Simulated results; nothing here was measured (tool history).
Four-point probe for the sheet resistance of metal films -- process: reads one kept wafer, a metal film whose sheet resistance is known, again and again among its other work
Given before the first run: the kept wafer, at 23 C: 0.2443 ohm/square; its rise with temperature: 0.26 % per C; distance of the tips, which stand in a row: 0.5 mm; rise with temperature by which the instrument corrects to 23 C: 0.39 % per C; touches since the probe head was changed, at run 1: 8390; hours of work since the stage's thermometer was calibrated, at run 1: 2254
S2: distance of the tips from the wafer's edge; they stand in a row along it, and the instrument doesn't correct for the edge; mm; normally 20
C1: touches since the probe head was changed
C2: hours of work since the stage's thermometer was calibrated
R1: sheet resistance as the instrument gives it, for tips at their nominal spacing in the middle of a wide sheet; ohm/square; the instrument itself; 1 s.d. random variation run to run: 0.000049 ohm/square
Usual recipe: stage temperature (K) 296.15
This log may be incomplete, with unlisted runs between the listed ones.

run 1 hour=0.0 | stage_temperature_(K)=296.15 S2=20 | C1=8390 C2=2254 | R1=0.245510
run 2 hour=10.9 | stage_temperature_(K)=296.15 S2=20 | C1=8566 C2=2260 | R1=0.245629
run 3 hour=26.3 | stage_temperature_(K)=296.15 S2=20 | C1=8814 C2=2268 | R1=0.245514
run 4 hour=40.5 | stage_temperature_(K)=296.15 S2=20 | C1=9044 C2=2276 | R1=0.245565
run 5 hour=50.1 | stage_temperature_(K)=296.15 S2=20 | C1=9198 C2=2281 | R1=0.245561
run 6 hour=60.2 | stage_temperature_(K)=296.15 S2=20 | C1=9363 C2=2286 | R1=0.245585
run 7 hour=72.2 | stage_temperature_(K)=307.15 S2=20 | C1=9556 C2=2293 | R1=0.242148
run 8 hour=85.4 | stage_temperature_(K)=307.15 S2=20 | C1=9769 C2=2300 | R1=0.242131
run 9 hour=92.0 | stage_temperature_(K)=307.15 S2=20 | C1=9876 C2=2303 | R1=0.242141
run 10 hour=105.7 | stage_temperature_(K)=307.15 S2=11 | C1=10098 C2=2310 | R1=0.242297
run 11 hour=118.7 | stage_temperature_(K)=296.15 S2=5 | C1=10308 C2=2317 | R1=0.246784
run 12 hour=126.3 | stage_temperature_(K)=293.15 S2=5 | C1=10430 C2=2321 | R1=0.247890
run 13 hour=133.8 | stage_temperature_(K)=293.15 S2=5 | C1=10551 C2=2325 | R1=0.247856
run 14 hour=145.5 | stage_temperature_(K)=294.15 S2=3 | C1=10740 C2=2332 | R1=0.249876
run 15 hour=155.2 | stage_temperature_(K)=294.15 S2=3 | C1=10897 C2=2337 | R1=0.249788
run 16 hour=166.8 | stage_temperature_(K)=304.15 S2=3 | C1=11084 C2=2343 | R1=0.246654

Measured minus without-hidden-state, run by run (identical run-to-run variation in each term; gauge scatter may differ):
The tool's hidden condition here consists of: inner tips' distance over the nominal, %; tips' flats over new ones', %; wafer's true temperature over the reading, C; drift of the gauge itself on sheet_ohm, %.
run=1 R1=+0.001184
run=2 R1=+0.001188
run=3 R1=+0.001193
run=4 R1=+0.001197
run=5 R1=+0.001199
run=6 R1=+0.001203
run=7 R1=+0.001175
run=8 R1=+0.001179
run=9 R1=+0.001181
run=10 R1=+0.001186
run=11 R1=+0.001227
run=12 R1=+0.001238
run=13 R1=+0.001240
run=14 R1=+0.001252
run=15 R1=+0.001255
run=16 R1=+0.001229
